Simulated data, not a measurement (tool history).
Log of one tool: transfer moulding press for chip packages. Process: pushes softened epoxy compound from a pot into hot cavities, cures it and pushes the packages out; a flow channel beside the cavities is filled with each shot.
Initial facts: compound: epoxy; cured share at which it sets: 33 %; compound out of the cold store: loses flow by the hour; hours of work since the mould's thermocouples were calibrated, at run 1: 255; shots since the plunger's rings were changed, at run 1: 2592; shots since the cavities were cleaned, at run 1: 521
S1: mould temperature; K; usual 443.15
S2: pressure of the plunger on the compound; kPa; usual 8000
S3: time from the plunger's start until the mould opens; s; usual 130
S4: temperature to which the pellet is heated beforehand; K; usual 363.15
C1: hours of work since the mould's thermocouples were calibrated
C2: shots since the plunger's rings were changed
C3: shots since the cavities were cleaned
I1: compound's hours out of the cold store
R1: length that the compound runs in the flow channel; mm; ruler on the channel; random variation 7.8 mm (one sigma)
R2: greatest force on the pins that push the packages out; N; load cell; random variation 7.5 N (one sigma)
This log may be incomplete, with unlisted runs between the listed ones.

run 1 hour=0 | S1=443.15 S2=8000 S3=130 S4=363.15 | C1=255 C2=2592 C3=521 | I1=41.4 | R1=775 R2=458
-- hour=26.1 cavities cleaned with cleaning compound and waxed
run 2 hour=61.9 | S1=443.15 S2=8000 S3=130 S4=363.15 | C1=281 C2=2946 C3=210 | I1=34.6 | R1=803 R2=577
run 3 hour=102.9 | S1=443.15 S2=8000 S3=154 S4=363.15 | C1=298 C2=3187 C3=451 | I1=38.6 | R1=777 R2=561
-- hour=141.7 cavities cleaned with cleaning compound and waxed
run 4 hour=195 | S1=443.15 S2=9960 S3=130 S4=363.15 | C1=337 C2=3718 C3=312 | I1=36.4 | R1=874 R2=407
-- hour=257.4 plunger's sealing rings changed
-- hour=258.9 cavities cleaned with cleaning compound and waxed
run 5 hour=264.7 | S1=443.15 S2=9960 S3=130 S4=363.15 | C1=366 C2=34 C3=34 | I1=34.9 | R1=948 R2=330
run 6 hour=335.1 | S1=443.15 S2=9960 S3=130 S4=363.15 | C1=396 C2=448 C3=448 | I1=17.9 | R1=1017 R2=467
-- hour=366.4 cavities cleaned with cleaning compound and waxed, once more
run 7 hour=415.6 | S1=443.15 S2=9960 S3=130 S4=363.15 | C1=430 C2=911 C3=288 | I1=11.7 | R1=1061 R2=422
run 8 hour=459.5 | S1=443.15 S2=9960 S3=130 S4=363.15 | C1=449 C2=1169 C3=546 | I1=20.2 | R1=988 R2=463
-- hour=476.9 cavities cleaned with cleaning compound and waxed
run 9 hour=514.4 | S1=443.15 S2=6280 S3=130 S4=363.15 | C1=472 C2=1483 C3=221 | I1=46.2 | R1=689 R2=372
run 10 hour=557.3 | S1=443.15 S2=6280 S3=130 S4=363.15 | C1=490 C2=1734 C3=472 | I1=45.4 | R1=677 R2=425
-- hour=590.3 cavities cleaned with cleaning compound and waxed
run 11 hour=618.3 | S1=443.15 S2=6280 S3=130 S4=355.15 | C1=516 C2=2084 C3=165 | I1=18.8 | R1=792 R2=385
-- hour=701.8 cavities cleaned with cleaning compound and waxed
run 12 hour=705.7 | S1=443.15 S2=6280 S3=130 S4=355.15 | C1=553 C2=2588 C3=23 | I1=46.7 | R1=671 R2=326
run 13 hour=758.2 | S1=443.15 S2=6280 S3=130 S4=355.15 | C1=575 C2=2896 C3=331 | I1=8.4 | R1=829 R2=439
run 14 hour=806.1 | S1=443.15 S2=6280 S3=130 S4=355.15 | C1=596 C2=3177 C3=612 | I1=31 | R1=721 R2=482
-- hour=815 cavities cleaned with cleaning compound and waxed
run 15 hour=889.1 | S1=436.15 S2=6250 S3=144 S4=361.15 | C1=631 C2=3656 C3=436 | I1=12.9 | R1=823 R2=510
-- hour=925.5 cavities cleaned with cleaning compound and waxed
run 16 hour=948.9 | S1=446.15 S2=6510 S3=130 S4=363.15 | C1=656 C2=3998 C3=137 | I1=34.9 | R1=701 R2=328
-- hour=966.2 plunger's sealing rings changed
run 17 hour=1009.8 | S1=440.15 S2=8000 S3=130 S4=362.15 | C1=681 C2=256 C3=480 | I1=40.7 | R1=802 R2=482
-- hour=1042.9 cavities cleaned with cleaning compound and waxed
run 18 hour=1101.1 | S1=440.15 S2=8000 S3=130 S4=362.15 | C1=720 C2=783 C3=342 | I1=9 | R1=974 R2=474
run 19 hour=1149.7 | S1=440.15 S2=8000 S3=130 S4=362.15 | C1=741 C2=1068 C3=627 | I1=23.4 | R1=891 R2=547
-- hour=1156 cavities cleaned with cleaning compound and waxed
run 20 hour=1216.9 | S1=443.15 S2=8000 S3=148 S4=363.15 | C1=769 C2=1454 C3=358 | I1=19.9 | R1=872 R2=396
-- hour=1270.3 cavities cleaned with cleaning compound and waxed
run 21 hour=1275.9 | S1=443.15 S2=8000 S3=130 S4=368.15 | C1=793 C2=1791 C3=33 | I1=23.7 | R1=850 R2=341
run 22 hour=1358.6 | S1=440.15 S2=6230 S3=122 S4=358.15 | C1=829 C2=2277 C3=519 | I1=26.6 | R1=753 R2=570
-- hour=1385 cavities cleaned with cleaning compound and waxed
-- hour=1391.5 mould's thermocouples calibrated
run 23 hour=1448.3 | S1=440.15 S2=6230 S3=122 S4=358.15 | C1=24 C2=2783 C3=360 | I1=18.9 | R1=792 R2=559
-- hour=1500.6 cavities cleaned with cleaning compound and waxed
run 24 hour=1500.6 | S1=440.15 S2=6230 S3=122 S4=358.15 | C1=46 C2=3081 C3=0 | I1=15.6 | R1=791 R2=420
run 25 hour=1560 | S1=440.15 S2=6230 S3=122 S4=358.15 | C1=72 C2=3430 C3=349 | I1=36.8 | R1=707 R2=508
-- hour=1612.3 cavities cleaned with cleaning compound and waxed
run 26 hour=1632.7 | S1=440.15 S2=6230 S3=122 S4=358.15 | C1=102 C2=3848 C3=120 | I1=47.9 | R1=662 R2=431
-- hour=1673.6 plunger's sealing rings changed
run 27 hour=1673.9 | S1=440.15 S2=6230 S3=121 S4=361.15 | C1=119 C2=2 C3=347 | I1=45.2 | R1=711 R2=515

Below are 3 alternative next runs, each starting from the tool's condition after run 27. Predict each:
-- hour=1726.1 cavities cleaned with cleaning compound and waxed
run A hour=1728.3 | S1=443.15 S2=6630 S3=163 S4=371.15 | C1=142 C2=312 C3=12 | I1=23.2 | R1=? R2=?
-- hour=1726.1 cavities cleaned with cleaning compound and waxed
run B hour=1728.3 | S1=436.15 S2=8000 S3=116 S4=362.15 | C1=142 C2=312 C3=12 | I1=39.4 | R1=? R2=?
-- hour=1726.1 cavities cleaned with cleaning compound and waxed
run C hour=1728.3 | S1=445.15 S2=8000 S3=130 S4=367.15 | C1=142 C2=312 C3=12 | I1=28.8 | R1=? R2=?

run=A R1=808 R2=299
run=B R1=839 R2=546
run=C R1=863 R2=317
Take away the tool's hidden state, keep each run's random variation, and the runs would have read:
run=A R1=814 R2=286
run=B R1=845 R2=533
run=C R1=870 R2=304
